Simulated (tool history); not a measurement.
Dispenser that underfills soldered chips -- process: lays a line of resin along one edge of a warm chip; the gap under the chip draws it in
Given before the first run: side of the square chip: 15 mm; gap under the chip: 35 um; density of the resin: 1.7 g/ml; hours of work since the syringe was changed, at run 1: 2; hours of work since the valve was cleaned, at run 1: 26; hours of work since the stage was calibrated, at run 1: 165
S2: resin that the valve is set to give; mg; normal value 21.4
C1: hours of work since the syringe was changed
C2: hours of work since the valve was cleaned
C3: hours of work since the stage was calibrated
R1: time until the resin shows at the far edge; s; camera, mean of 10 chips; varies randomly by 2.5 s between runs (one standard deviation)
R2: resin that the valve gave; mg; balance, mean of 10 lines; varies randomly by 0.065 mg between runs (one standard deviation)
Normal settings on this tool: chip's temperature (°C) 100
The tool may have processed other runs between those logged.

Run 1, day 0: usual settings; C1 2; C2 26; C3 165. Result: R1 289.5 s, R2 20.96 mg.
At day 0.379: new syringe of resin.
Run 2, day 0.529: usual settings; C1 3; C2 34; C3 174. Result: R1 299.6 s, R2 21.03 mg.
Run 3, day 0.792: usual settings but chip's temperature (°C) 108; C1 7; C2 39; C3 178. Result: R1 314 s, R2 20.9 mg.
At day 0.875: new syringe of resin.
Run 4, day 1.1: usual settings but chip's temperature (°C) 108; C1 4; C2 44; C3 183. Result: R1 255 s, R2 20.66 mg.
At day 1.375: new syringe of resin.
Run 5, day 1.579: usual settings but chip's temperature (°C) 108; C1 3; C2 52; C3 191. Result: R1 247.9 s, R2 20.75 mg.
At day 1.896: new syringe of resin.
Run 6, day 1.896: usual settings but chip's temperature (°C) 108; C1 0; C2 57; C3 196. Result: R1 205.2 s, R2 20.66 mg.
At day 2.371: new syringe of resin.
At day 2.412: dispensing valve cleaned and set on the balance.
Run 7, day 2.504: usual settings but chip's temperature (°C) 112, S2 19.3 mg; C1 2; C2 2; C3 205. Result: R1 209.2 s, R2 19.34 mg.
At day 2.904: new syringe of resin.
Run 8, day 3.017: usual settings but S2 21.1 mg; C1 2; C2 10; C3 214. Result: R1 295.8 s, R2 20.98 mg.
At day 3.412: new syringe of resin.
Run 9, day 3.554: usual settings but chip's temperature (°C) 110, S2 20.4 mg; C1 2; C2 19; C3 222. Result: R1 222.5 s, R2 20.21 mg.
At day 3.925: new syringe of resin.
Run 10, day 4.096: usual settings but chip's temperature (°C) 110, S2 21.6 mg; C1 3; C2 28; C3 231. Result: R1 228.6 s, R2 21.18 mg.
At day 4.421: new syringe of resin.
Run 11, day 4.421: usual settings but chip's temperature (°C) 110, S2 21.6 mg; C1 0; C2 33; C3 237. Result: R1 192.7 s, R2 21.26 mg.

Consider 3 possible next runs. They are alternatives, not a sequence: every one starts from the tool as it was left by run 11. What does each give?
At day 4.946: new syringe of resin.
Run A, day 4.946: usual settings but chip's temperature (°C) 88, S2 23.1 mg; C1 0; C2 42; C3 245. Result: R1 ?, R2 ?.
At day 4.946: new syringe of resin.
Run B, day 4.946: usual settings but chip's temperature (°C) 91, S2 25.4 mg; C1 0; C2 42; C3 245. Result: R1 ?, R2 ?.
At day 4.946: new syringe of resin.
Run C, day 4.946: usual settings but chip's temperature (°C) 95, S2 18.7 mg; C1 0; C2 42; C3 245. Result: R1 ?, R2 ?.

run     R1     R2
  A  381.6  22.48
  B  343.8  24.77
  C  309.7  18.19
With the hidden condition removed and each run's random variation left untouched, the same runs would have given:
run     R1     R2
  A  357.3  23.04
  B  322.5  25.38
  C  289.5  18.64
